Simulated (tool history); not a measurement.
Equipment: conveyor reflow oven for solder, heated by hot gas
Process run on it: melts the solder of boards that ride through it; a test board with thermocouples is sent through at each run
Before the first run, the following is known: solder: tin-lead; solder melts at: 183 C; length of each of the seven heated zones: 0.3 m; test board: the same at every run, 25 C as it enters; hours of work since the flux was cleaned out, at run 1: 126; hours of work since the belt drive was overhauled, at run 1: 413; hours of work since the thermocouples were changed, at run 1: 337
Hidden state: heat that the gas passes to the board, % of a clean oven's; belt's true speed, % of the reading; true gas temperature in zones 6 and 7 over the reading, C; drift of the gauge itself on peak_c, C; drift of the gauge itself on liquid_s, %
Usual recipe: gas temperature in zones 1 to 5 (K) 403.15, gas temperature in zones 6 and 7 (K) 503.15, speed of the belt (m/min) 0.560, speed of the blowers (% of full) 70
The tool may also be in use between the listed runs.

run	day	gas temperature in zones 1 to 5 (K)	gas temperature in zones 6 and 7 (K)	speed of the belt (m/min)	speed of the blowers (% of full)	hours of work since the flux was cleaned out	hours of work since the belt drive was overhauled	hours of work since the thermocouples were changed	highest temperature of the board (K)	time above the solder's melting point (s)
1	0.000	403.15	503.15	0.560	70	126	413	337	482.75	40.1
2	0.412	403.15	503.15	0.560	79	132	418	342	484.45	41.8
3	0.742	403.15	503.15	0.560	79	136	423	347	484.45	42.2
4	1.479	403.15	503.15	0.560	61	146	432	356	480.95	38.3
5	1.967	403.15	503.15	0.560	61	152	439	363	481.15	38.2
6	2.629	403.15	503.15	0.560	61	161	447	371	480.75	38.3
7	3.412	403.15	503.15	0.560	70	171	458	382	482.65	40.2
8	4.058	403.15	503.15	0.560	69	179	466	390	482.45	39.9
9	4.529	403.15	503.15	0.536	70	185	472	396	483.55	43.4
10	5.050	403.15	503.15	0.536	70	192	479	403	483.35	43.1
11	5.400	403.15	503.15	0.536	70	197	483	408	483.55	42.8
12	5.804	403.15	502.15	0.560	70	202	489	413	481.15	39.0

Estimate the outcome of run 13 from the log above:
13	6.262	403.15	503.15	0.649	70	208	495	419	?	?

Run 13 yielded highest temperature of the board (K) 476.35, time above the solder's melting point (s) 28.5.
If the tool had no hidden condition, the same run with the same run-to-run variation would have returned highest temperature of the board (K) 479.75, time above the solder's melting point (s) 31.4.

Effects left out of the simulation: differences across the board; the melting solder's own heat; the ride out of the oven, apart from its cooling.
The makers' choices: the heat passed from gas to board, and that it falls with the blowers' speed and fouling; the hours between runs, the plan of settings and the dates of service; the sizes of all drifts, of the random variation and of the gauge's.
